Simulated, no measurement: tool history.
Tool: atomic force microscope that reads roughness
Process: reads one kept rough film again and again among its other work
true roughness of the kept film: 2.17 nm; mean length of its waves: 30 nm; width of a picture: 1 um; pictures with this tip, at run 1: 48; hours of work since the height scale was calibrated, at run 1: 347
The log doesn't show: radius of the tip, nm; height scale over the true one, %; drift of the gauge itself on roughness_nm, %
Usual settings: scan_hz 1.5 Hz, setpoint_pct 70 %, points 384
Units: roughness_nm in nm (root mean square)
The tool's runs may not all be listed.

run    hour  scan_hz  setpoint_pct  points  pictures with this tip  hours of work since the height scale was calibrated  roughness_nm
  1       0      1.5            70     384                      48                                                  347         1.739
  2    24.1      1.5            70     384                      77                                                  363         1.698
  3    57.8      1.5            70     384                     117                                                  387         1.669
  4   109.2      1.5            70     339                     178                                                  422         1.611
  5   152.4      1.5            70     339                     229                                                  452         1.529
  6   200.9      1.5            79     384                     287                                                  486         1.432
      231.3  -- new tip fitted
  7   231.3     1.13            70     384                       0                                                  507         1.861
  8   267.5     1.46            70     384                      43                                                  532         1.774
  9   294.5     1.46            70     384                      75                                                  550          1.73
 10   338.6      1.5            70     686                     127                                                  581          1.67
 11   374.7      1.5            70     686                     170                                                  606         1.627
 12   430.5      1.5            70     384                     236                                                  645          1.55
 13   482.2      1.5            65     384                     298                                                  681         1.514
      502.9  -- new tip fitted
 14   524.9      1.5            65     384                      26                                                  710         1.811
 15   567.3      1.5            70     384                      77                                                  739         1.709
 16   609.2      1.5            70     384                     126                                                  768         1.651
 17   661.7      1.5            70     384                     189                                                  805         1.588
 18   689.7      1.5            70     384                     222                                                  824         1.555
 19   748.5     1.01            70     283                     292                                                  865         1.518
      772.6  -- new tip fitted
 20   804.4      0.6            77     313                      38                                                  903         1.829
 21   840.4      0.6            77     313                      81                                                  928         1.766
 22   872.2      0.6            73     894                     119                                                  950          1.75
 23   929.8      0.6            73     894                     187                                                  990         1.689
 24   955.4     3.06            56     614                     217                                                 1008         1.592
 25  1012.5     0.81            83     410                     285                                                 1048         1.501
       1042  -- new tip fitted
 26  1056.7      3.4            83     931                      17                                                 1078         1.421
 27  1094.4      1.5            70     747                      62                                                 1104         1.746
 28  1144.7     1.56            65     384                     122                                                 1139         1.701
 29  1189.6     0.67            70     791                     175                                                 1170         1.698
 30  1214.5     1.37            70     388                     205                                                 1187         1.594
 31  1256.8     0.97            77     935                     255                                                 1217         1.535
 32  1282.2     1.44            57     310                     285                                                 1234          1.55
     1312.3  -- new tip fitted
 33    1318      1.5            65     603                       6                                                 1259         1.866
 34  1374.2      1.5            65     603                      73                                                 1298         1.788
 35  1426.8      1.5            65     603                     136                                                 1334         1.708
 36    1464      0.8            70     797                     180                                                 1360         1.687

Some steps in roughness_nm between neighbouring runs. How much of each would the tool show without its hidden state too (settings, what came in, random variation), and how much is left for the hidden state, with any gauge scatter that isn't in both results?
Run 6 -> 7: scan_hz 1.5 -> 1.13, setpoint_pct 79 -> 70, new tip fitted. roughness_nm +0.429 nm (root mean square): hidden state +0.313, all else +0.116.
Run 13 -> 14: new tip fitted. roughness_nm +0.297 nm (root mean square): hidden state +0.29, all else +0.007.
Run 26 -> 27: scan_hz 3.4 -> 1.5, setpoint_pct 83 -> 70, points 931 -> 747. roughness_nm +0.325 nm (root mean square): hidden state -0.062, all else +0.387.
Run 32 -> 33: scan_hz 1.44 -> 1.5, setpoint_pct 57 -> 65, points 310 -> 603, new tip fitted. roughness_nm +0.316 nm (root mean square): hidden state +0.336, all else -0.02.

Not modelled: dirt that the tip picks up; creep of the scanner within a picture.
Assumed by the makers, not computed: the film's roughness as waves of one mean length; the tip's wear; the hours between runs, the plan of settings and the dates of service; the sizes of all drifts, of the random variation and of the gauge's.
